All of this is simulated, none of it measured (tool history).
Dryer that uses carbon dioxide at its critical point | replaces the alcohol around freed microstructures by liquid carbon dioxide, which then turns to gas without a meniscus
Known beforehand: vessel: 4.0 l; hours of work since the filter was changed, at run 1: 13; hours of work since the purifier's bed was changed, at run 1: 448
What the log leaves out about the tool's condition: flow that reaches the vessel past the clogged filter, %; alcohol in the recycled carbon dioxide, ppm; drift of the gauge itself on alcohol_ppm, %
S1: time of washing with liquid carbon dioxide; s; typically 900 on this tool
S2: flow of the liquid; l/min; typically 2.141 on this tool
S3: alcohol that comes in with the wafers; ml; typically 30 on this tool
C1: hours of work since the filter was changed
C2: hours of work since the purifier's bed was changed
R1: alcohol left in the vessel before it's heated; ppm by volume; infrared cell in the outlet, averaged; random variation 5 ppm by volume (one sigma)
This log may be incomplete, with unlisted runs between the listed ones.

run     day    S1     S2   S3   C1   C2    R1
  1   0.000   900  2.141   30   13  448    64
  2   1.121   900  2.141   30   27  462    64
  3   1.942   900  2.141   30   37  472    78
  4   3.112   900  2.141   30   52  486    76
  5   3.938   900  2.141   30   62  497    74
  6   4.792   900  2.141   30   72  507    68
  7   5.488   900  2.141   30   81  516    81
  8   6.512   900  2.141   30   94  528    82
  9   7.400   900  2.141   30  104  539    83
 10   8.458   900  3.060   30  117  552    72
 11   9.558   900  3.060   30  131  566    84
 12  10.688   900  2.141   70  145  580    94
 13  11.846   900  1.890   30  159  594   111
 14  12.525   900  1.890   30  168  602    98
 15  13.804   900  1.890   30  183  618   106
 16  14.888   900  2.141   30  197  632    97
 17  16.046   900  2.141   30  211  646   102
 18  16.629   900  1.890   30  218  653   100
 19  17.554   900  1.890   30  230  664   118
 20  18.950   900  1.890   30  247  682   106
 21  19.738   900  2.141   43  256  691   111
 22  20.562   720  2.141   43  267  701   143
 23  21.300  1020  1.570  107  276  711   214
 24  21.975  1020  1.570  107  284  719   216
 25  22.925  1020  1.570   22  296  731   128
 26  24.325  1320  1.440   33  313  748   115
 27  25.475  1320  1.440   33  327  762   128
 28  26.254  1260  2.141  101  337  772   114
 29  26.888   660  2.210   92  345  779   272
 30  27.612   660  1.410   92  354  788  1291
     27.908  -- inlet filter changed
 31  28.762   720  1.780   52   11  802   204
 32  29.488   720  1.780   52   19  811   203
 33  30.079   540  1.780   42   27  818   367
 34  30.650   900  2.330   32   34  825   121
 35  31.792   900  2.141   26   48  839   120
 36  32.854  1260  2.141   30   61  852   112
 37  33.421  1380  2.100   25   68  859   118
 38  34.112  1380  2.300   70   76  868   123
 39  34.800   900  3.100   38   85  876   124
 40  35.888   900  2.200   92   98  890   134
 41  37.254  1320  1.520   44  115  907   136

Each row is a separate what-if for the run after 41, all from the same tool condition, not one after another. Results?
  A  38.408  1140  1.520   44  129  921   ?
  B  38.408   900  1.990  101  129  921   ?
  C  38.408  1260  2.141   50  129  921   ?

run   R1
  A  146
  B  171
  C  132
The same runs, with their run-to-run variation unchanged, on a tool lacking any hidden condition would have given:
run  R1
  A  13
  B  30
  C   4

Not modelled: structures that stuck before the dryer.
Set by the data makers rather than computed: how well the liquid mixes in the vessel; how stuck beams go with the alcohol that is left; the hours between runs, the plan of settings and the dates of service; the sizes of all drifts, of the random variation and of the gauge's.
